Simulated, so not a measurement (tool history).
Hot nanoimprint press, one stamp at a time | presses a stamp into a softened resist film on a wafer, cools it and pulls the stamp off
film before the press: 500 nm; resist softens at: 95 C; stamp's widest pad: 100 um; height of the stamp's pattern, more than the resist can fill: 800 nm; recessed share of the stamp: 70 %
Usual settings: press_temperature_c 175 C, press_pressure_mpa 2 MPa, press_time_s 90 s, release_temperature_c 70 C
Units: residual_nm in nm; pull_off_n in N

run,day,press_temperature_c,press_pressure_mpa,press_time_s,release_temperature_c,residual_nm,pull_off_n
1,0.000,175,2,90,70,247.4,252
2,2.950,175,2,90,70,244.1,255
3,5.200,175,2,90,70,245.3,260
4,8.371,175,2,103,70,236.5,271
5,11.354,175,2,103,70,235.9,282
# day 11.904: stamp cleaned and given a new release coat
6,13.654,175,2,90,70,245.8,168
7,15.362,175,2,90,70,246.3,176
# day 17.371: plate thermocouple calibrated
8,17.846,175,2,90,70,241.8,179
9,20.275,175,2,90,70,242.7,185
10,23.383,175,2,90,70,241.8,190
11,26.308,175,2,90,70,242.4,202
12,28.979,175,2,90,70,240.6,214
# day 31.454: plate thermocouple calibrated, once more
13,31.771,175,2,90,70,253.1,220
14,34.462,175,2,90,70,254.4,224
15,37.108,175,2,90,70,254.6,231
16,38.546,175,2,90,70,253.2,240

Run 17 comes next. What will it give?
17,41.212,175,2,90,70,?,?

{"run 17": {"residual_nm": 253.4, "pull_off_n": 248}}
Without the tool's hidden state the same run would have given residual_nm 247.8 nm, pull_off_n 167 N.

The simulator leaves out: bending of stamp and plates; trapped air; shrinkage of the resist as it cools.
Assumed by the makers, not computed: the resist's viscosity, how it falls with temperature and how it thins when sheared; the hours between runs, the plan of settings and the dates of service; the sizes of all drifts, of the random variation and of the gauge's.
